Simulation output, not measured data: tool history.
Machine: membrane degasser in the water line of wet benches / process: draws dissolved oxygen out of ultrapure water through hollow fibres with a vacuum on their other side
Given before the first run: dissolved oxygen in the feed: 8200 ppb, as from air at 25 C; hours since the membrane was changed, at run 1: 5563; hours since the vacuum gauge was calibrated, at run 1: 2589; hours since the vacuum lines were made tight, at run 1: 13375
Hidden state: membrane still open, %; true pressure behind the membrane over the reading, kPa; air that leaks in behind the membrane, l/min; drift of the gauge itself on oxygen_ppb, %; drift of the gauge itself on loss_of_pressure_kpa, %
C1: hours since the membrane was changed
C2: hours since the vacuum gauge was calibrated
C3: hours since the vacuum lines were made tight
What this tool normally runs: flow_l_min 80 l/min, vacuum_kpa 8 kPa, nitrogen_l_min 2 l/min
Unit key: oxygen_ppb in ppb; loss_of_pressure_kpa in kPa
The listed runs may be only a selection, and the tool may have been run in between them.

run 1 hour=0 | flow_l_min=80 vacuum_kpa=8 nitrogen_l_min=2 | C1=5563 C2=2589 C3=13375 | oxygen_ppb=673.4 loss_of_pressure_kpa=27.46
run 2 hour=316.6 | flow_l_min=80 vacuum_kpa=8 nitrogen_l_min=2 | C1=5879 C2=2906 C3=13691 | oxygen_ppb=676.7 loss_of_pressure_kpa=27.7
run 3 hour=476 | flow_l_min=80 vacuum_kpa=8 nitrogen_l_min=2 | C1=6039 C2=3065 C3=13851 | oxygen_ppb=672 loss_of_pressure_kpa=27.83
run 4 hour=750.1 | flow_l_min=80 vacuum_kpa=8 nitrogen_l_min=1 | C1=6313 C2=3339 C3=14125 | oxygen_ppb=890.4 loss_of_pressure_kpa=27.71
run 5 hour=1054.2 | flow_l_min=80 vacuum_kpa=8 nitrogen_l_min=2 | C1=6617 C2=3643 C3=14429 | oxygen_ppb=675.4 loss_of_pressure_kpa=27.7
run 6 hour=1193.9 | flow_l_min=80 vacuum_kpa=9.65 nitrogen_l_min=2 | C1=6757 C2=3783 C3=14569 | oxygen_ppb=781.9 loss_of_pressure_kpa=27.82
run 7 hour=1433.8 | flow_l_min=80 vacuum_kpa=9.65 nitrogen_l_min=2 | C1=6996 C2=4023 C3=14808 | oxygen_ppb=792 loss_of_pressure_kpa=27.71
run 8 hour=1591.1 | flow_l_min=80 vacuum_kpa=9.65 nitrogen_l_min=2 | C1=7154 C2=4180 C3=14966 | oxygen_ppb=792.9 loss_of_pressure_kpa=27.64
run 9 hour=1768.4 | flow_l_min=80 vacuum_kpa=7.54 nitrogen_l_min=2 | C1=7331 C2=4358 C3=15143 | oxygen_ppb=649.1 loss_of_pressure_kpa=27.57
run 10 hour=2056.9 | flow_l_min=80 vacuum_kpa=7.54 nitrogen_l_min=0.91 | C1=7620 C2=4646 C3=15432 | oxygen_ppb=878.1 loss_of_pressure_kpa=27.59
-- hour=2071.9 vacuum gauge calibrated
run 11 hour=2236.8 | flow_l_min=80 vacuum_kpa=7.54 nitrogen_l_min=0.91 | C1=7799 C2=165 C3=15611 | oxygen_ppb=906.7 loss_of_pressure_kpa=27.83
run 12 hour=2566.1 | flow_l_min=80 vacuum_kpa=9.38 nitrogen_l_min=2 | C1=8128 C2=494 C3=15940 | oxygen_ppb=776.7 loss_of_pressure_kpa=27.65

What will run 13 give?
-- hour=2730.4 seals of the vacuum lines changed
run 13 hour=2875.6 | flow_l_min=95 vacuum_kpa=8 nitrogen_l_min=2 | C1=8436 C2=802 C3=145 | oxygen_ppb=? loss_of_pressure_kpa=?

{"run 13": {"oxygen_ppb": 850.5, "loss_of_pressure_kpa": 33.43}}
With no hidden state in the tool, this same run would have given oxygen_ppb 776.6 ppb, loss_of_pressure_kpa 32.02 kPa.

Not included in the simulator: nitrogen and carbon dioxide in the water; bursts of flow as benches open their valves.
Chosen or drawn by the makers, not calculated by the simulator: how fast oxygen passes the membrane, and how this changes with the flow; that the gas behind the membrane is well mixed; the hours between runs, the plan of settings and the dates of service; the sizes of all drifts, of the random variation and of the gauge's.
